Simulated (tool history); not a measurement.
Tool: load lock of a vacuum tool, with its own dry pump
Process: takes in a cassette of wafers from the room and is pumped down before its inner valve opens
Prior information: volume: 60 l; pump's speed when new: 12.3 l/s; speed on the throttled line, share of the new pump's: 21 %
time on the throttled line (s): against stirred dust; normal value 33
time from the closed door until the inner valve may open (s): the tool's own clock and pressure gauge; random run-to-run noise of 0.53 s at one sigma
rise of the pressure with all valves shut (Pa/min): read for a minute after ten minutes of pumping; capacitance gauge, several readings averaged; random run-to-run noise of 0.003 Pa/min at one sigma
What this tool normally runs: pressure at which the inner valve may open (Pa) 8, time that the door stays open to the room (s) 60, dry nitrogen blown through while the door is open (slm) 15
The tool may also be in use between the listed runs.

run      day  time on the throttled line (s)  pressure at which the inner valve may open (Pa)  time that the door stays open to the room (s)  dry nitrogen blown through while the door is open (slm)  incoming humidity of the room's air, %  time from the closed door until the inner valve may open (s)  rise of the pressure with all valves shut (Pa/min)
  1        0                              33                                                8                                             60                                                       15                                    43.4                                                          73.3                                                0.39
  2   16.108                              33                                                8                                             60                                                       15                                    45.5                                                          71.8                                               0.408
  3   26.638                              33                                                8                                             60                                                       15                                    46.2                                                          72.5                                               0.415
  4   41.242                              33                                                8                                             60                                                       15                                    44.2                                                          73.4                                               0.425
  5   60.396                              33                                                8                                             60                                                       15                                    43.9                                                          73.1                                                0.44
  6   75.904                              33                                                8                                             60                                                       15                                    43.7                                                          73.6                                               0.444
  7   92.175                              33                                                8                                             60                                                       15                                    46.8                                                          73.7                                               0.463
  8  116.217                              33                                                9                                             60                                                       15                                    42.3                                                          73.2                                               0.466
  9  127.262                              33                                                9                                             60                                                       15                                    43.7                                                          73.4                                                0.47
 10  150.075                              33                                               13                                             60                                                       15                                    47.3                                                          71.3                                               0.494
 11  169.104                              26                                                8                                             60                                                       15                                    41.5                                                          68.1                                               0.497
 12  191.842                              26                                                8                                             60                                                       15                                      42                                                          68.4                                               0.509
 13  202.488                              26                                                8                                             60                                                       15                                    44.9                                                          68.7                                               0.542
 14  226.821                              33                                                8                                             60                                                       15                                    43.1                                                          73.4                                                0.55
 15  242.438                              33                                                8                                             60                                                        9                                    42.2                                                          74.3                                               0.568
 16  262.896                              33                                                8                                             60                                                        9                                    43.2                                                          75.3                                               0.585
 17  277.054                              33                                                8                                             60                                                        9                                    44.6                                                          74.4                                               0.596
 18  288.338                              33                                               13                                             60                                                       15                                      49                                                          71.2                                               0.602
 19  313.612                              33                                               13                                             60                                                       15                                    45.5                                                          72.6                                                0.62
 20  325.062                              56                                                6                                             27                                                       42                                    47.9                                                          93.8                                               0.601
 21  342.342                              56                                                6                                             27                                                       42                                    46.8                                                          93.9                                               0.621
 22  365.125                              29                                                6                                            106                                                       12                                    45.4                                                          73.8                                                0.69
 23  387.646                              26                                                8                                             63                                                        7                                    43.7                                                          70.2                                                0.69
      402.55  -- door's seal changed, seat wiped
 24  406.112                              33                                               14                                             30                                                       15                                    44.3                                                          72.7                                               0.033
 25  425.825                              33                                               14                                             30                                                       15                                    45.5                                                          71.8                                               0.041
 26  443.758                              22                                                9                                            109                                                       19                                    46.1                                                          66.4                                               0.059
 27  468.979                              22                                               13                                            109                                                       28                                    45.1                                                          64.3                                               0.056
 28  491.279                              17                                               13                                            158                                                        8                                    42.8                                                          60.8                                               0.088
 29   514.85                              17                                               13                                            158                                                        8                                    43.5                                                          61.3                                               0.102
 30  531.883                              17                                               13                                             41                                                        8                                    44.3                                                          61.1                                               0.069
 31  556.296                              17                                               13                                             41                                                        8                                    51.5                                                          61.2                                               0.082
 32  578.992                              33                                                8                                             60                                                       15                                    39.8                                                          75.9                                               0.071
 33  595.079                              28                                                8                                             27                                                       15                                    46.1                                                          73.4                                               0.071
 34  607.721                              33                                                7                                             60                                                       15                                    44.9                                                          78.1                                               0.086
 35  631.833                              33                                                9                                             72                                                       15                                    47.5                                                          75.5                                               0.099
 36  647.217                              33                                               15                                            123                                                       15                                    45.9                                                          74.5                                               0.116

Each row is a separate what-if for the run after 36, all from the same tool condition, not one after another. Results?
  A  659.096                              33                                               10                                            123                                                       18                                    46.2                                                             ?                                                   ?
  B  659.096                              33                                                8                                             60                                                       15                                    44.9                                                             ?                                                   ?
  C  659.096                              33                                                8                                             60                                                        8                                    47.3                                                             ?                                                   ?

run  time from the closed door until the inner valve may open (s)  rise of the pressure with all valves shut (Pa/min)
  A                                                          75.8                                               0.115
  B                                                          76.8                                               0.104
  C                                                          77.3                                               0.118
Had the tool no hidden state, the same runs would have come out as:
run  time from the closed door until the inner valve may open (s)  rise of the pressure with all valves shut (Pa/min)
  A                                                          71.5                                               0.057
  B                                                          72.3                                               0.045
  C                                                          72.9                                               0.059
